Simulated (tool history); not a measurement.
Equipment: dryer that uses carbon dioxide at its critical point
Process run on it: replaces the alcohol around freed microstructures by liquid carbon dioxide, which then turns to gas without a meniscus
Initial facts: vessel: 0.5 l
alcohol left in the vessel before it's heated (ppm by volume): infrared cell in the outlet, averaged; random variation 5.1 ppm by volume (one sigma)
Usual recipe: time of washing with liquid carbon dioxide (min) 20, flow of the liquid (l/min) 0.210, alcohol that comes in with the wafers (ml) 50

run	hour	time of washing with liquid carbon dioxide (min)	flow of the liquid (l/min)	alcohol that comes in with the wafers (ml)	alcohol left in the vessel before it's heated (ppm by volume)
1	0.0	20	0.210	50	124
2	14.1	20	0.210	50	128
3	27.8	20	0.210	50	121
4	41.1	20	0.210	78	179
5	53.1	15	0.210	50	529
6	66.4	15	0.210	50	539
7	76.4	15	0.210	50	558
8	85.9	15	0.210	50	562
9	95.0	20	0.210	50	155
10	106.8	20	0.210	50	156
11	118.6	20	0.210	50	162
12	131.5	20	0.210	50	149
13	141.9	20	0.268	50	81
14	147.9	20	0.268	50	76
15	154.3	20	0.210	50	170
16	160.6	20	0.210	50	171
17	169.5	20	0.210	50	169
18	180.7	20	0.210	50	184
19	195.0	20	0.128	50	1944
20	204.0	20	0.128	50	1924
21	211.1	27	0.194	54	99
22	222.9	14	0.194	70	1935
23	233.2	20	0.134	115	3787
24	242.4	20	0.224	43	144
25	253.6	18	0.247	26	121
26	260.4	23	0.318	104	82
27	270.9	20	0.191	20	191
28	284.3	17	0.233	67	195
29	296.9	17	0.233	67	205
30	310.8	17	0.233	67	195
31	324.1	17	0.233	67	200
32	338.1	23	0.357	67	86
33	348.9	23	0.357	67	91
34	357.6	23	0.357	67	91
35	365.6	20	0.188	46	234
36	379.4	24	0.158	22	176
37	393.0	19	0.143	22	568

Between the runs listed above, the log contained 1 entry, not reproduced here. Where in the sequence does each belong, and how does what the log doesn't record of the tool's condition differ from the listed run before to the listed run after?
In the gap between runs 27 and 28: inlet filter changed (hour 278.2)
  flow that reaches the vessel past the clogged filter, %: 87.2 -> 99.6; alcohol in the recycled carbon dioxide, ppm: 82.1 -> 83.5
  the result without the hidden state subtracted from the measured one, alcohol left in the vessel before it's heated (ppm by volume): +140 -> +82
